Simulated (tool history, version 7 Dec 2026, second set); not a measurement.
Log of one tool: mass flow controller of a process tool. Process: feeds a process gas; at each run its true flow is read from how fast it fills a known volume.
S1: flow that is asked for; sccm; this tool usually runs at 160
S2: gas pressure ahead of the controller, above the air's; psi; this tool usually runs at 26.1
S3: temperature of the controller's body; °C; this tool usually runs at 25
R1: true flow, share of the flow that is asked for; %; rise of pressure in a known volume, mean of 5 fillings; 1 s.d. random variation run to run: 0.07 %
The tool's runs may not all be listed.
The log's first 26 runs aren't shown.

Run 27, hour 1719.9: usual settings but S1 30 sccm, S2 28.7 psi, S3 35 °C. Result: R1 97.14 %.
Run 28, hour 1794.9: usual settings but S1 130 sccm, S2 28.7 psi, S3 29 °C. Result: R1 99.11 %.
Run 29, hour 1846.3: usual settings but S2 21.5 psi, S3 27 °C. Result: R1 99.46 %.
Run 30, hour 1927.6: usual settings but S1 104 sccm, S2 22.6 psi, S3 31 °C. Result: R1 98.3 %.
Run 31, hour 2001.5: usual settings but S1 32 sccm, S3 20 °C. Result: R1 98.03 %.
Run 32, hour 2058.5: usual settings but S1 32 sccm, S3 20 °C. Result: R1 98.18 %.
Run 33, hour 2136.8: usual settings but S1 32 sccm, S3 20 °C. Result: R1 98.15 %.
Run 34, hour 2176.2: usual settings but S2 34.4 psi, S3 38 °C. Result: R1 99.51 %.
Run 35, hour 2223.1: usual settings but S2 34.4 psi, S3 38 °C. Result: R1 99.53 %.
Run 36, hour 2266.7: usual settings but S2 34.4 psi, S3 38 °C. Result: R1 99.53 %.
Run 37, hour 2341.8: usual settings but S1 83 sccm, S2 31 psi, S3 36 °C. Result: R1 98.32 %.
Run 38, hour 2383.8: usual settings but S1 26 sccm, S2 20.5 psi, S3 35 °C. Result: R1 96.89 %.
Run 39, hour 2439.4: usual settings but S1 44 sccm, S2 20.5 psi, S3 35 °C. Result: R1 97.27 %.
Run 40, hour 2477.4: usual settings but S1 44 sccm, S2 25.1 psi, S3 26 °C. Result: R1 98.15 %.
Run 41, hour 2541.1: usual settings but S1 44 sccm, S2 25.1 psi, S3 29 °C. Result: R1 97.91 %.
Run 42, hour 2590.1: usual settings but S1 44 sccm, S2 25.1 psi, S3 29 °C. Result: R1 97.9 %.
Run 43, hour 2657: usual settings but S2 31.3 psi, S3 21 °C. Result: R1 100.67 %.
Run 44, hour 2713.5: usual settings but S2 31.3 psi, S3 21 °C. Result: R1 100.52 %.
At hour 2736.9: gauge calibrated.
Run 45, hour 2758.5: usual settings but S1 78 sccm, S3 32 °C. Result: R1 97.48 %.
Run 46, hour 2804: usual settings but S1 110 sccm, S3 32 °C. Result: R1 98.05 %.
Run 47, hour 2852: usual settings but S2 21.8 psi. Result: R1 99.06 %.

Consider 3 possible next runs. They are alternatives, not a sequence: every one starts from the tool as it was left by run 47. What does each give?
Run A, hour 2897.4: usual settings but S3 33 °C. Result: R1 ?.
Run B, hour 2897.4: usual settings but S2 32.1 psi, S3 35 °C. Result: R1 ?.
Run C, hour 2897.4: usual settings but S1 57 sccm, S2 32.3 psi, S3 29 °C. Result: R1 ?.

run     R1
  A  98.79
  B  98.93
  C  97.65
With the hidden condition removed and each run's random variation left untouched, the same runs would have given:
run     R1
  A  98.72
  B  98.85
  C  97.59
